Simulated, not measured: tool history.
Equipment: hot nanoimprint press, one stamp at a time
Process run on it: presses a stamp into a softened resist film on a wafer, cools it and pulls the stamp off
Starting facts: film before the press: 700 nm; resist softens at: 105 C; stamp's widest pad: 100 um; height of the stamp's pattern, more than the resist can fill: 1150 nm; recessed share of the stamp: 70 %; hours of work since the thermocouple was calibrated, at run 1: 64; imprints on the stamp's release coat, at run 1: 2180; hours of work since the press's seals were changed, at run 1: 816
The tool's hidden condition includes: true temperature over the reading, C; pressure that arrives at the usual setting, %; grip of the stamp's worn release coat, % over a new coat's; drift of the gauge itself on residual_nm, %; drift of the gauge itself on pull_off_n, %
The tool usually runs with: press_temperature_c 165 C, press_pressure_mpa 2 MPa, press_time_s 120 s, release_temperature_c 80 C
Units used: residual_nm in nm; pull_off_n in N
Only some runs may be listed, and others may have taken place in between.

run	hour	press_temperature_c	press_pressure_mpa	press_time_s	release_temperature_c	hours of work since the thermocouple was calibrated	imprints on the stamp's release coat	hours of work since the press's seals were changed	residual_nm	pull_off_n
1	0	165	2	120	80	64	2180	816	352.6	176
# hour 15.3: stamp cleaned and given a new release coat
2	33.6	165	2	120	80	81	63	833	350.5	179
3	69.8	165	2	120	80	103	186	856	354.6	169
4	117.2	165	2	120	80	133	348	885	349.1	180
5	142.7	165	2	120	80	149	435	901	353.3	175
6	193	165	2	120	80	180	607	932	351.3	181
7	223.8	165	2.28	120	80	199	712	952	330.6	176
8	277.9	165	2.28	120	80	233	897	985	333.9	176
9	332.7	165	2.28	120	67	267	1084	1019	330.1	243
10	387.1	165	2	120	80	301	1270	1053	351.1	177
# hour 420.9: plate thermocouple calibrated
11	421.5	175	3.1	73	68	0	1377	1073	194.1	246
12	474.5	175	3.1	73	68	33	1558	1106	196.1	235
13	531.6	175	1.49	73	83	69	1753	1141	280	167
14	567.9	156	2.01	73	83	91	1877	1164	591.1	159
15	617	173	2.15	120	80	122	2045	1194	212.3	167
16	661.3	172	1.77	189	69	150	2196	1222	206.9	243
# hour 670.6: stamp cleaned and given a new release coat
# hour 700.2: press's hydraulic seals changed and the load cell set to zero
17	726.7	172	1.77	189	69	182	164	16	204.4	241
18	778.2	176	1.77	189	87	214	340	49	161.6	139
19	815.5	176	1.77	189	87	237	468	72	161.9	145

What if the next run were any one of these 3? Each begins from the tool's condition after run 19:
A	872.5	176	1.77	93	87	272	662	107	?	?
B	872.5	172	2	93	87	272	662	107	?	?
C	872.5	165	2.78	198	70	272	662	107	?	?

run	residual_nm	pull_off_n
A	222.7	141
B	260.3	144
C	247.4	232
What these runs would have given with no unlogged condition in the tool:
run	residual_nm	pull_off_n
A	222.6	141
B	260	144
C	247.2	231
